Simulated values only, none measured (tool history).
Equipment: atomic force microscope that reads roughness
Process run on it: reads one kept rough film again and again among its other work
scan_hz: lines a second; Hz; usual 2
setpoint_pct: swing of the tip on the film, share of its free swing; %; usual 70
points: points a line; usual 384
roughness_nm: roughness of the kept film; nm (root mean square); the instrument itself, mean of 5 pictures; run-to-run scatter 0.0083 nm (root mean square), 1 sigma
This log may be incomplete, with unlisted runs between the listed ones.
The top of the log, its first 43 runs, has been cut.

run    hour  scan_hz  setpoint_pct  points  pictures with this tip  hours of work since the height scale was calibrated  roughness_nm
 44  1741.5        2            56     384                     122                                                  173         1.731
 45  1785.6     0.85            56    1019                     191                                                  201         1.689
     1814.1  -- new tip fitted
 46  1820.1     0.67            60     384                       9                                                  222         1.966
 47  1871.9     3.16            82     384                      91                                                  255         1.387
 48  1921.9        2            55     312                     169                                                  286          1.67
     1964.6  -- new tip fitted
 49  1970.5     1.19            59     312                       9                                                  316         1.938
 50  2024.1     0.54            59     611                      93                                                  350         1.848
 51  2068.8        2            89     267                     164                                                  378         1.333
 52  2102.9      0.5            59     660                     217                                                  399         1.685

Consider 3 possible next runs. They are alternatives, not a sequence: every one starts from the tool as it was left by run 52. What does each give?
     2118.1  -- new tip fitted
  A  2159.2      0.5            59    1001                      65                                                  434             ?
     2118.1  -- new tip fitted
  B  2159.2      0.5            66     660                      65                                                  434             ?
     2118.1  -- new tip fitted
  C  2159.2      2.8            86     660                      65                                                  434             ?

run  roughness_nm
  A         1.891
  B          1.87
  C         1.412
The same runs, with their run-to-run variation unchanged, on a tool lacking any hidden condition would have given:
run  roughness_nm
  A         2.019
  B         1.997
  C         1.508
